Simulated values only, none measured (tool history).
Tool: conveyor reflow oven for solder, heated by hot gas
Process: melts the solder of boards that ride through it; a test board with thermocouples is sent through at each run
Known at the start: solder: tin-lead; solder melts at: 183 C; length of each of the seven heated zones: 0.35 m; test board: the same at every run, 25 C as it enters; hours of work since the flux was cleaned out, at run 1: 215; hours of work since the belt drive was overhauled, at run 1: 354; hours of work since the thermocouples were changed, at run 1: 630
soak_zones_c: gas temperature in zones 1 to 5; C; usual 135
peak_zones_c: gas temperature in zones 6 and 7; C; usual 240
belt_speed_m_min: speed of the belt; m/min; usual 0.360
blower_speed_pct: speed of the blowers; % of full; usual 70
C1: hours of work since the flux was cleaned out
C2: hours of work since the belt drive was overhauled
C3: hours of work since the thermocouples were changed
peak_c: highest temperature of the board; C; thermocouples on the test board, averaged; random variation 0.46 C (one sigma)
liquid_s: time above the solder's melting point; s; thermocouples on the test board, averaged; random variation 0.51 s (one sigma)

{"run": 1, "hour": 0.0, "soak_zones_c": 135, "peak_zones_c": 240, "belt_speed_m_min": 0.36, "blower_speed_pct": 70, "C1": 215, "C2": 354, "C3": 630, "peak_c": 220.2, "liquid_s": 89.0}
{"run": 2, "hour": 24.8, "soak_zones_c": 135, "peak_zones_c": 240, "belt_speed_m_min": 0.408, "blower_speed_pct": 70, "C1": 230, "C2": 369, "C3": 645, "peak_c": 215.4, "liquid_s": 72.9}
{"run": 3, "hour": 69.1, "soak_zones_c": 135, "peak_zones_c": 240, "belt_speed_m_min": 0.408, "blower_speed_pct": 70, "C1": 256, "C2": 395, "C3": 671, "peak_c": 214.8, "liquid_s": 72.2}
{"run": 4, "hour": 97.8, "soak_zones_c": 135, "peak_zones_c": 240, "belt_speed_m_min": 0.36, "blower_speed_pct": 70, "C1": 273, "C2": 412, "C3": 688, "peak_c": 219.3, "liquid_s": 87.6}
{"run": 5, "hour": 142.2, "soak_zones_c": 135, "peak_zones_c": 240, "belt_speed_m_min": 0.36, "blower_speed_pct": 70, "C1": 300, "C2": 439, "C3": 715, "peak_c": 218.9, "liquid_s": 87.6}
{"hour": 180.0, "done": "flux residue cleaned out of gas plates and filters"}
{"run": 6, "hour": 204.4, "soak_zones_c": 135, "peak_zones_c": 240, "belt_speed_m_min": 0.393, "blower_speed_pct": 70, "C1": 15, "C2": 473, "C3": 749, "peak_c": 218.9, "liquid_s": 80.8}
{"run": 7, "hour": 248.2, "soak_zones_c": 135, "peak_zones_c": 240, "belt_speed_m_min": 0.393, "blower_speed_pct": 70, "C1": 41, "C2": 499, "C3": 775, "peak_c": 218.7, "liquid_s": 80.9}
{"run": 8, "hour": 298.5, "soak_zones_c": 135, "peak_zones_c": 240, "belt_speed_m_min": 0.393, "blower_speed_pct": 70, "C1": 70, "C2": 529, "C3": 805, "peak_c": 217.8, "liquid_s": 79.9}
{"run": 9, "hour": 349.6, "soak_zones_c": 129, "peak_zones_c": 240, "belt_speed_m_min": 0.393, "blower_speed_pct": 70, "C1": 101, "C2": 559, "C3": 835, "peak_c": 217.5, "liquid_s": 75.2}
{"run": 10, "hour": 407.0, "soak_zones_c": 129, "peak_zones_c": 240, "belt_speed_m_min": 0.393, "blower_speed_pct": 70, "C1": 135, "C2": 593, "C3": 869, "peak_c": 215.9, "liquid_s": 74.6}
{"run": 11, "hour": 455.5, "soak_zones_c": 129, "peak_zones_c": 240, "belt_speed_m_min": 0.393, "blower_speed_pct": 70, "C1": 164, "C2": 622, "C3": 898, "peak_c": 215.8, "liquid_s": 73.7}
{"run": 12, "hour": 503.2, "soak_zones_c": 135, "peak_zones_c": 240, "belt_speed_m_min": 0.36, "blower_speed_pct": 52, "C1": 192, "C2": 650, "C3": 926, "peak_c": 215.9, "liquid_s": 84.9}
{"run": 13, "hour": 552.4, "soak_zones_c": 135, "peak_zones_c": 240, "belt_speed_m_min": 0.36, "blower_speed_pct": 52, "C1": 221, "C2": 679, "C3": 956, "peak_c": 216.5, "liquid_s": 84.1}
{"run": 14, "hour": 577.4, "soak_zones_c": 135, "peak_zones_c": 240, "belt_speed_m_min": 0.36, "blower_speed_pct": 52, "C1": 236, "C2": 694, "C3": 970, "peak_c": 215.4, "liquid_s": 83.6}
{"run": 15, "hour": 616.5, "soak_zones_c": 135, "peak_zones_c": 240, "belt_speed_m_min": 0.36, "blower_speed_pct": 52, "C1": 259, "C2": 718, "C3": 994, "peak_c": 215.1, "liquid_s": 83.2}
{"run": 16, "hour": 662.3, "soak_zones_c": 145, "peak_zones_c": 245, "belt_speed_m_min": 0.291, "blower_speed_pct": 52, "C1": 287, "C2": 745, "C3": 1021, "peak_c": 228.1, "liquid_s": 128.5}
{"run": 17, "hour": 689.2, "soak_zones_c": 143, "peak_zones_c": 232, "belt_speed_m_min": 0.391, "blower_speed_pct": 77, "C1": 303, "C2": 761, "C3": 1037, "peak_c": 211.5, "liquid_s": 75.4}
{"hour": 722.1, "done": "flux residue cleaned out of gas plates and filters"}
{"run": 18, "hour": 745.5, "soak_zones_c": 143, "peak_zones_c": 232, "belt_speed_m_min": 0.391, "blower_speed_pct": 77, "C1": 14, "C2": 791, "C3": 1067, "peak_c": 214.5, "liquid_s": 80.7}
{"run": 19, "hour": 776.0, "soak_zones_c": 136, "peak_zones_c": 232, "belt_speed_m_min": 0.391, "blower_speed_pct": 77, "C1": 32, "C2": 809, "C3": 1086, "peak_c": 213.0, "liquid_s": 75.2}
{"run": 20, "hour": 830.2, "soak_zones_c": 140, "peak_zones_c": 240, "belt_speed_m_min": 0.419, "blower_speed_pct": 50, "C1": 64, "C2": 842, "C3": 1118, "peak_c": 212.4, "liquid_s": 68.0}
{"run": 21, "hour": 868.5, "soak_zones_c": 140, "peak_zones_c": 240, "belt_speed_m_min": 0.419, "blower_speed_pct": 50, "C1": 87, "C2": 864, "C3": 1140, "peak_c": 211.8, "liquid_s": 68.5}
{"run": 22, "hour": 923.6, "soak_zones_c": 140, "peak_zones_c": 240, "belt_speed_m_min": 0.419, "blower_speed_pct": 50, "C1": 120, "C2": 897, "C3": 1173, "peak_c": 211.2, "liquid_s": 67.9}
{"hour": 962.8, "done": "thermocouples of zones 6 and 7 changed"}
{"run": 23, "hour": 979.4, "soak_zones_c": 135, "peak_zones_c": 231, "belt_speed_m_min": 0.36, "blower_speed_pct": 80, "C1": 152, "C2": 929, "C3": 10, "peak_c": 215.7, "liquid_s": 86.1}
{"run": 24, "hour": 1028.8, "soak_zones_c": 135, "peak_zones_c": 231, "belt_speed_m_min": 0.36, "blower_speed_pct": 80, "C1": 181, "C2": 958, "C3": 39, "peak_c": 216.6, "liquid_s": 86.4}
{"run": 25, "hour": 1064.3, "soak_zones_c": 135, "peak_zones_c": 248, "belt_speed_m_min": 0.36, "blower_speed_pct": 64, "C1": 202, "C2": 980, "C3": 60, "peak_c": 228.7, "liquid_s": 97.3}
{"run": 26, "hour": 1117.3, "soak_zones_c": 135, "peak_zones_c": 248, "belt_speed_m_min": 0.36, "blower_speed_pct": 64, "C1": 234, "C2": 1011, "C3": 92, "peak_c": 228.0, "liquid_s": 97.7}
{"run": 27, "hour": 1167.6, "soak_zones_c": 149, "peak_zones_c": 228, "belt_speed_m_min": 0.348, "blower_speed_pct": 61, "C1": 263, "C2": 1041, "C3": 122, "peak_c": 213.6, "liquid_s": 92.6}
{"run": 28, "hour": 1217.4, "soak_zones_c": 135, "peak_zones_c": 237, "belt_speed_m_min": 0.323, "blower_speed_pct": 61, "C1": 293, "C2": 1070, "C3": 151, "peak_c": 221.1, "liquid_s": 101.9}
{"run": 29, "hour": 1243.5, "soak_zones_c": 135, "peak_zones_c": 237, "belt_speed_m_min": 0.323, "blower_speed_pct": 61, "C1": 309, "C2": 1086, "C3": 167, "peak_c": 220.0, "liquid_s": 101.6}
{"hour": 1267.3, "done": "flux residue cleaned out of gas plates and filters"}
{"run": 30, "hour": 1282.4, "soak_zones_c": 138, "peak_zones_c": 237, "belt_speed_m_min": 0.368, "blower_speed_pct": 78, "C1": 9, "C2": 1106, "C3": 187, "peak_c": 221.8, "liquid_s": 92.6}

How the hidden state differs across the entries between the runs, from the last listed run before each to the first after it:
Between runs 5 and 6: flux residue cleaned out of gas plates and filters (hour 180.0)
  heat that the gas passes to the board, % of a clean oven's: 86.1 -> 98.8; belt's true speed, % of the reading: 99.39 -> 99.36; true gas temperature in zones 6 and 7 over the reading, C: -1.89 -> -1.98
  measured less the result without the state, peak_c: -5.2 -> -1.8 C; liquid_s: -5.6 -> -1.4 s
Between runs 17 and 18: flux residue cleaned out of gas plates and filters (hour 722.1)
  heat that the gas passes to the board, % of a clean oven's: 86.7 -> 99; belt's true speed, % of the reading: 99.06 -> 99.03; true gas temperature in zones 6 and 7 over the reading, C: -2.83 -> -2.92
  measured less the result without the state, peak_c: -5.6 -> -2.5 C; liquid_s: -6.7 -> -1.8 s
Between runs 22 and 23: thermocouples of zones 6 and 7 changed (hour 962.8)
  heat that the gas passes to the board, % of a clean oven's: 94.7 -> 93.4; belt's true speed, % of the reading: 98.92 -> 98.89; true gas temperature in zones 6 and 7 over the reading, C: -3.22 -> -0.08
  measured less the result without the state, peak_c: -3.5 -> -1.3 C; liquid_s: -3.8 -> -1.0 s
Between runs 29 and 30: flux residue cleaned out of gas plates and filters (hour 1267.3)
  heat that the gas passes to the board, % of a clean oven's: 87.4 -> 99.5; belt's true speed, % of the reading: 98.73 -> 98.71; true gas temperature in zones 6 and 7 over the reading, C: -0.55 -> -0.61
  measured less the result without the state, peak_c: -2.9 -> -0.2 C; liquid_s: -2.7 -> +1.0 s
